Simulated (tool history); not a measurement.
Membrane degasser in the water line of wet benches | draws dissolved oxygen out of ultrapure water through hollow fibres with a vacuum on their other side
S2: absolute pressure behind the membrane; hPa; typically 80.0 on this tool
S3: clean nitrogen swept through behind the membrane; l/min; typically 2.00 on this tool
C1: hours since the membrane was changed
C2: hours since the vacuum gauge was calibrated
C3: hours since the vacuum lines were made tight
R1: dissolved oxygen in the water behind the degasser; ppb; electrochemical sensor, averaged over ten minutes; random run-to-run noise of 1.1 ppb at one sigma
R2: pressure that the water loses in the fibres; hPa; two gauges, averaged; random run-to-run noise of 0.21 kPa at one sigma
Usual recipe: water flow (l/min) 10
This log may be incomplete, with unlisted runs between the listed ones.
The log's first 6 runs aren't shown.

Run 7, hour 657.2: usual settings; C1 6216; C2 3285; C3 7263. Result: R1 105.8 ppb, R2 493.5 hPa.
Run 8, hour 757.4: usual settings but S2 182.3 hPa; C1 6316; C2 3385; C3 7363. Result: R1 225.3 ppb, R2 494.2 hPa.
Run 9, hour 884.7: usual settings but water flow (l/min) 6; C1 6444; C2 3512; C3 7490. Result: R1 44.9 ppb, R2 297.9 hPa.
Run 10, hour 971.4: usual settings but water flow (l/min) 6; C1 6530; C2 3599; C3 7577. Result: R1 44.5 ppb, R2 292.7 hPa.
Run 11, hour 1039.5: usual settings but water flow (l/min) 6; C1 6599; C2 3667; C3 7645. Result: R1 44.5 ppb, R2 296.5 hPa.
Run 12, hour 1163.4: usual settings; C1 6722; C2 3791; C3 7769. Result: R1 104.6 ppb, R2 488.7 hPa.
Run 13, hour 1260.9: usual settings but S3 1.57 l/min; C1 6820; C2 3889; C3 7866. Result: R1 119.6 ppb, R2 491.0 hPa.
Run 14, hour 1360.2: usual settings but S3 1.57 l/min; C1 6919; C2 3988; C3 7966. Result: R1 118.9 ppb, R2 491.7 hPa.
Run 15, hour 1490.3: usual settings; C1 7049; C2 4118; C3 8096. Result: R1 104.2 ppb, R2 486.4 hPa.
Run 16, hour 1589.8: usual settings; C1 7149; C2 4218; C3 8195. Result: R1 104.5 ppb, R2 484.1 hPa.
Run 17, hour 1695.8: usual settings but water flow (l/min) 9, S2 84.5 hPa, S3 3.14 l/min; C1 7255; C2 4324; C3 8301. Result: R1 70.9 ppb, R2 438.6 hPa.
Run 18, hour 1816.3: usual settings but water flow (l/min) 9, S2 84.5 hPa, S3 3.14 l/min; C1 7375; C2 4444; C3 8422. Result: R1 72.2 ppb, R2 440.9 hPa.
Run 19, hour 1900.2: usual settings but S2 192.3 hPa, S3 3.70 l/min; C1 7459; C2 4528; C3 8506. Result: R1 151.0 ppb, R2 489.0 hPa.
Run 20, hour 1986.2: usual settings but S2 90.0 hPa, S3 2.78 l/min; C1 7545; C2 4614; C3 8592. Result: R1 98.8 ppb, R2 488.3 hPa.
Run 21, hour 2084.3: usual settings but S2 72.3 hPa, S3 0.84 l/min; C1 7643; C2 4712; C3 8690. Result: R1 157.5 ppb, R2 485.4 hPa.
Run 22, hour 2157.1: usual settings but water flow (l/min) 7, S2 131.2 hPa, S3 1.72 l/min; C1 7716; C2 4785; C3 8762. Result: R1 114.2 ppb, R2 342.6 hPa.
Run 23, hour 2241.0: usual settings but water flow (l/min) 7, S2 131.2 hPa, S3 1.72 l/min; C1 7800; C2 4869; C3 8846. Result: R1 111.2 ppb, R2 339.3 hPa.
At hour 2312.3: gauge calibrated.
Run 24, hour 2338.6: usual settings but water flow (l/min) 7, S2 50.3 hPa, S3 5.60 l/min; C1 7898; C2 4966; C3 8944. Result: R1 21.4 ppb, R2 343.9 hPa.
Run 25, hour 2417.5: usual settings but water flow (l/min) 7, S2 90.5 hPa, S3 1.08 l/min; C1 7977; C2 5045; C3 9023. Result: R1 107.1 ppb, R2 345.1 hPa.
At hour 2500.2: seals of the vacuum lines changed.
Run 26, hour 2501.4: usual settings but water flow (l/min) 7, S2 90.5 hPa, S3 1.09 l/min; C1 8058; C2 5127; C3 1. Result: R1 105.4 ppb, R2 347.9 hPa.
Run 27, hour 2565.8: usual settings but water flow (l/min) 7, S2 50.1 hPa; C1 8123; C2 5192; C3 66. Result: R1 30.9 ppb, R2 347.5 hPa.
Run 28, hour 2708.6: usual settings but water flow (l/min) 7, S2 50.1 hPa; C1 8266; C2 5334; C3 208. Result: R1 31.1 ppb, R2 349.9 hPa.
Run 29, hour 2783.6: usual settings but S2 160.2 hPa; C1 8341; C2 5409; C3 283. Result: R1 198.8 ppb, R2 499.0 hPa.
Run 30, hour 2901.6: usual settings but S2 160.2 hPa; C1 8459; C2 5527; C3 401. Result: R1 201.2 ppb, R2 493.3 hPa.
Run 31, hour 3028.4: usual settings but S2 160.2 hPa; C1 8585; C2 5654; C3 528. Result: R1 200.7 ppb, R2 488.8 hPa.

Forecast each of these 4 alternatives for the next run:
Run A, hour 3111.0: usual settings but S3 1.08 l/min; C1 8668; C2 5737; C3 611. Result: R1 ?, R2 ?.
Run B, hour 3111.0: usual settings but S3 2.29 l/min; C1 8668; C2 5737; C3 611. Result: R1 ?, R2 ?.
Run C, hour 3111.0: usual settings but water flow (l/min) 8, S2 110.3 hPa; C1 8668; C2 5737; C3 611. Result: R1 ?, R2 ?.
Run D, hour 3111.0: usual settings but water flow (l/min) 8, S2 122.7 hPa, S3 1.00 l/min; C1 8668; C2 5737; C3 611. Result: R1 ?, R2 ?.

run     R1     R2
  A  152.3  495.1
  B   98.1  494.6
  C  102.1  393.2
  D  192.7  394.0
With no hidden state in the tool, these same runs would have given:
run     R1     R2
  A  152.1  499.3
  B   97.9  498.8
  C  102.0  396.6
  D  192.6  397.4

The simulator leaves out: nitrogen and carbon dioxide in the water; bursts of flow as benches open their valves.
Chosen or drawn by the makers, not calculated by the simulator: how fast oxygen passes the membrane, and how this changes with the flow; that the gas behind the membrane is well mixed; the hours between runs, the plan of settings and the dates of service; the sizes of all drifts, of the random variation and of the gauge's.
